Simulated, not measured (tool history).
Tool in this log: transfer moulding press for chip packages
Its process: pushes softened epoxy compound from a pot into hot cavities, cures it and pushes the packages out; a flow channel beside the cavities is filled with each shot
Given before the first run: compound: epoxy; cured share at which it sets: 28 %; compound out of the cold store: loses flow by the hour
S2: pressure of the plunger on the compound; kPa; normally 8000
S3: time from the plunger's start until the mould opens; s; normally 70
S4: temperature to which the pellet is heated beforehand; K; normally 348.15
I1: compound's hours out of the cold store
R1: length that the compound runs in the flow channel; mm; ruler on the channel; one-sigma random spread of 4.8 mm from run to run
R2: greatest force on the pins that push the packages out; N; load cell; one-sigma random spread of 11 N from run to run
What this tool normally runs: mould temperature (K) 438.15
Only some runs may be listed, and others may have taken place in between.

run 1 day=0 | mould_temperature_(K)=438.15 S2=8000 S3=70 S4=348.15 | I1=45.8 | R1=576 R2=763
run 2 day=0.362 | mould_temperature_(K)=438.15 S2=8000 S3=70 S4=348.15 | I1=13.5 | R1=730 R2=830
run 3 day=0.538 | mould_temperature_(K)=438.15 S2=8000 S3=70 S4=348.15 | I1=31.6 | R1=641 R2=843
run 4 day=0.746 | mould_temperature_(K)=438.15 S2=8000 S3=70 S4=348.15 | I1=23.6 | R1=675 R2=872
run 5 day=1.021 | mould_temperature_(K)=438.15 S2=8000 S3=70 S4=348.15 | I1=13.8 | R1=726 R2=938
run 6 day=1.212 | mould_temperature_(K)=438.15 S2=8000 S3=70 S4=348.15 | I1=9.6 | R1=746 R2=937
run 7 day=1.45 | mould_temperature_(K)=438.15 S2=8000 S3=70 S4=348.15 | I1=45 | R1=577 R2=892
run 8 day=1.658 | mould_temperature_(K)=438.15 S2=8000 S3=70 S4=348.15 | I1=45.5 | R1=580 R2=902
run 9 day=1.867 | mould_temperature_(K)=438.15 S2=8000 S3=70 S4=353.15 | I1=40.8 | R1=598 R2=925
run 10 day=2.029 | mould_temperature_(K)=438.15 S2=8000 S3=70 S4=343.15 | I1=34.6 | R1=618 R2=972
run 11 day=2.267 | mould_temperature_(K)=438.15 S2=8000 S3=70 S4=348.15 | I1=23.3 | R1=672 R2=1013
-- day=2.35 cavities cleaned with cleaning compound and waxed
run 12 day=2.65 | mould_temperature_(K)=438.15 S2=8000 S3=70 S4=348.15 | I1=11 | R1=745 R2=634
run 13 day=2.917 | mould_temperature_(K)=438.15 S2=8000 S3=70 S4=348.15 | I1=45.8 | R1=570 R2=650
run 14 day=3.246 | mould_temperature_(K)=438.15 S2=8000 S3=70 S4=348.15 | I1=46.9 | R1=567 R2=706
run 15 day=3.629 | mould_temperature_(K)=438.15 S2=9510 S3=58 S4=348.15 | I1=34.8 | R1=669 R2=1049
run 16 day=3.858 | mould_temperature_(K)=438.15 S2=8140 S3=98 S4=348.15 | I1=14.3 | R1=732 R2=658
run 17 day=4.058 | mould_temperature_(K)=436.15 S2=7840 S3=98 S4=349.15 | I1=8.1 | R1=743 R2=694
run 18 day=4.329 | mould_temperature_(K)=436.15 S2=9770 S3=97 S4=349.15 | I1=31.9 | R1=698 R2=740
run 19 day=4.612 | mould_temperature_(K)=438.15 S2=8000 S3=70 S4=341.15 | I1=40.8 | R1=593 R2=860
run 20 day=4.875 | mould_temperature_(K)=437.15 S2=6270 S3=70 S4=356.15 | I1=32 | R1=558 R2=904
run 21 day=5.258 | mould_temperature_(K)=438.15 S2=6600 S3=70 S4=348.15 | I1=31.3 | R1=566 R2=909
run 22 day=5.583 | mould_temperature_(K)=438.15 S2=6600 S3=70 S4=348.15 | I1=32.7 | R1=563 R2=917
run 23 day=5.788 | mould_temperature_(K)=445.15 S2=8000 S3=100 S4=355.15 | I1=26.3 | R1=643 R2=824
-- day=6.096 cavities cleaned with cleaning compound and waxed
run 24 day=6.225 | mould_temperature_(K)=432.15 S2=7720 S3=58 S4=355.15 | I1=32.3 | R1=619 R2=1156
run 25 day=6.396 | mould_temperature_(K)=432.15 S2=7720 S3=58 S4=355.15 | I1=24.7 | R1=660 R2=1253
run 26 day=6.742 | mould_temperature_(K)=432.15 S2=7720 S3=58 S4=355.15 | I1=12.6 | R1=717 R2=1448
run 27 day=6.988 | mould_temperature_(K)=432.15 S2=7720 S3=58 S4=355.15 | I1=45.1 | R1=568 R2=1320

Here are 3 independent what-if runs from the current tool condition. What would each one return?
run A day=7.196 | mould_temperature_(K)=432.15 S2=7480 S3=67 S4=355.15 | I1=9.5 | R1=? R2=?
run B day=7.196 | mould_temperature_(K)=438.15 S2=9040 S3=70 S4=348.15 | I1=17 | R1=? R2=?
run C day=7.196 | mould_temperature_(K)=438.15 S2=6240 S3=83 S4=348.15 | I1=37.4 | R1=? R2=?

run=A R1=719 R2=1202
run=B R1=738 R2=788
run=C R1=527 R2=655
Had the tool no hidden state, the same runs would have come out as:
run=A R1=748 R2=858
run=B R1=767 R2=557
run=C R1=548 R2=461
